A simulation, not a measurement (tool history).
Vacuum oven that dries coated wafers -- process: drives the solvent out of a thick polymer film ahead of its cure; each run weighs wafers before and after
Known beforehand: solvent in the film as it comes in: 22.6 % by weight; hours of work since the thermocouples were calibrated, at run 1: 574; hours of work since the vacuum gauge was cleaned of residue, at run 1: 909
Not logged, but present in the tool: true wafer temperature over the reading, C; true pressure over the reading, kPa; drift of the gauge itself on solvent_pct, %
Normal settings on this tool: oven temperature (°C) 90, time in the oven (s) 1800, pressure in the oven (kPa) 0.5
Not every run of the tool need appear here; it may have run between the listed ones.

run     day  oven temperature (°C)  time in the oven (s)  pressure in the oven (kPa)  hours of work since the thermocouples were calibrated  hours of work since the vacuum gauge was cleaned of residue  solvent left in the film (%)
  1       0                     90                  1800                         0.5                                                    574                                                          909                          5.33
  2   0.646                     90                  1800                         0.5                                                    585                                                          920                          5.35
  3     1.3                     90                  1800                         0.5                                                    596                                                          930                          5.34
  4   2.283                     90                  1800                         0.5                                                    612                                                          947                          5.34
  5   2.767                     90                  1800                         0.5                                                    620                                                          955                          5.33
  6   3.354                     90                  1800                         0.5                                                    630                                                          965                          5.22
  7   4.112                     90                  1800                         0.5                                                    643                                                          977                          5.36
  8   4.912                     90                  1800                         0.5                                                    656                                                          990                          5.27
  9   5.829                     90                  1800                       0.841                                                    671                                                         1006                           5.5
 10   6.733                     90                  1800                       0.841                                                    686                                                         1021                          5.47
 11   7.346                     77                  1800                         0.5                                                    696                                                         1031                          9.91
 12   8.146                     90                  1800                         0.5                                                    710                                                         1044                          5.28
 13   9.292                     90                  1800                         0.5                                                    729                                                         1063                          5.24
      9.446  -- vacuum gauge cleaned of residue and calibrated
 14  10.208                     90                  1800                         0.5                                                    743                                                           13                          5.43
 15  11.042                     90                  1800                         0.5                                                    757                                                           27                           5.3
 16  11.942                     90                  1800                         0.5                                                    772                                                           41                          5.52
     12.096  -- vacuum gauge cleaned of residue and calibrated, once more
 17  12.992                     90                  1800                         0.5                                                    788                                                           15                          4.93
 18  13.825                     90                  1800                         0.5                                                    802                                                           29                          4.95
 19  14.596                     90                  1800                         0.5                                                    815                                                           42                          4.95
 20  15.658                     90                  2160                         0.5                                                    832                                                           59                          3.87
 21    16.4                     90                  2160                         0.5                                                    845                                                           72                          3.81
 22  17.425                     90                  2160                         0.5                                                    862                                                           89                          3.94
 23  18.062                     90                  1620                         0.5                                                    872                                                           99                          5.66
 24  18.917                     76                  1620                       0.322                                                    887                                                          113                         10.44
 25  20.062                     90                  1800                       0.679                                                    906                                                          132                          5.04
 26  20.842                     90                  1380                         0.5                                                    919                                                          145                          6.61
 27  21.433                     90                  2040                       0.382                                                    928                                                          155                          4.19
 28  22.396                     90                  2040                       0.382                                                    944                                                          171                          4.13
 29  23.183                     87                   960                         0.5                                                    957                                                          184                         10.09
 30  23.979                     87                   960                         0.5                                                    971                                                          198                          9.85
 31  24.454                     90                  2220                       1.654                                                    979                                                          205                          4.37
 32   25.05                     85                  1800                       0.842                                                    988                                                          215                          6.71
 33  26.167                     85                  1800                       0.842                                                   1007                                                          234                           6.8
 34  26.862                     85                  1800                       0.842                                                   1019                                                          245                          6.82
 35  27.929                     96                  2040                       0.649                                                   1036                                                          263                          2.59
 36    28.4                     96                  2040                       0.649                                                   1044                                                          271                          2.52
 37  29.342                     96                  2040                       0.649                                                   1060                                                          287                          2.46
 38  30.375                     90                  1140                       0.922                                                   1077                                                          304                          7.87
 39  31.442                     80                  1140                       0.558                                                   1095                                                          322                         11.18
 40    32.3                    101                  1080                       0.311                                                   1109                                                          336                          4.52
 41  33.125                     97                  2220                       0.609                                                   1123                                                          350                          1.98

Forecast each of these 4 alternatives for the next run:
  A  34.179                     86                   960                       1.858                                                   1140                                                          367                             ?
  B  34.179                     90                  3180                       1.489                                                   1140                                                          367                             ?
  C  34.179                    100                  1860                       0.432                                                   1140                                                          367                             ?
  D  34.179                     96                  1620                       0.613                                                   1140                                                          367                             ?

run  solvent left in the film (%)
  A                         10.91
  B                          2.49
  C                          1.92
  D                          3.69
With no hidden state in the tool, these same runs would have given:
run  solvent left in the film (%)
  A                         11.52
  B                          2.88
  C                          2.29
  D                          4.24

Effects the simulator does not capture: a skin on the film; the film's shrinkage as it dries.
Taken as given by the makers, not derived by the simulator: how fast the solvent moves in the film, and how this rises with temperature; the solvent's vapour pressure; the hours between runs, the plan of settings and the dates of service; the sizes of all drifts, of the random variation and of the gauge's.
